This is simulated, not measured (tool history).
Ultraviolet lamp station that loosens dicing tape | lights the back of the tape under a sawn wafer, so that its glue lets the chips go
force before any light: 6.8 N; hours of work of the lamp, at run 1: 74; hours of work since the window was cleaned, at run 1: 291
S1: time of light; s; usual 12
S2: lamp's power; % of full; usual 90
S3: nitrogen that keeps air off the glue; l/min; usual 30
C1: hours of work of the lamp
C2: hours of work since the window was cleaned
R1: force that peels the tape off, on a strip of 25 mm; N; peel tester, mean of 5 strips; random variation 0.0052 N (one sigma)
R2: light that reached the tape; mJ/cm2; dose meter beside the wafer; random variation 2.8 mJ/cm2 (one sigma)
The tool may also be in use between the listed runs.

run   hour  S1  S2  S3   C1   C2     R1   R2
  1      0  12  90  30   74  291  0.096  347
  2   16.7  12  90  30   82  299  0.101  339
  3   29.2  12  69  30   88  305  0.207  258
  4   39.5  12  69  30   93  310  0.215  262
  5   47.5  12  69  30   97  313  0.215  259
  6   64.2  12  69  30  104  321  0.222  257
  7   78.7  12  75  30  111  328   0.18  273
  8   94.1  12  90  11  119  336  0.351  329
  9  105.7  11  71  10  124  341  0.802  238
 10  114.4  12  90  52  128  345  0.072  328
 11  125.9  13  70  15  134  351  0.411  278
 12  136.6  13  70  24  139  356  0.223  276
 13  148.9  13  75  20  145  362  0.243  292
 14  166.2  13  75  20  153  370  0.249  289

Some steps in R1 between neighbouring runs. How much of each would the tool show without its hidden state too (settings, what came in, random variation), and how much is left for the hidden state, with any gauge scatter that isn't in both results?
The hidden state here: lamp's light, % of a new lamp's; light that the window lets through, % of a clean one's; drift of the gauge itself on peel_n, %; drift of the gauge itself on dose_mj_cm2, %.
Run 9 -> 10: S1 11 -> 12, S2 71 -> 90, S3 10 -> 52. R1 -0.73 N: hidden state -0.229, all else -0.501.

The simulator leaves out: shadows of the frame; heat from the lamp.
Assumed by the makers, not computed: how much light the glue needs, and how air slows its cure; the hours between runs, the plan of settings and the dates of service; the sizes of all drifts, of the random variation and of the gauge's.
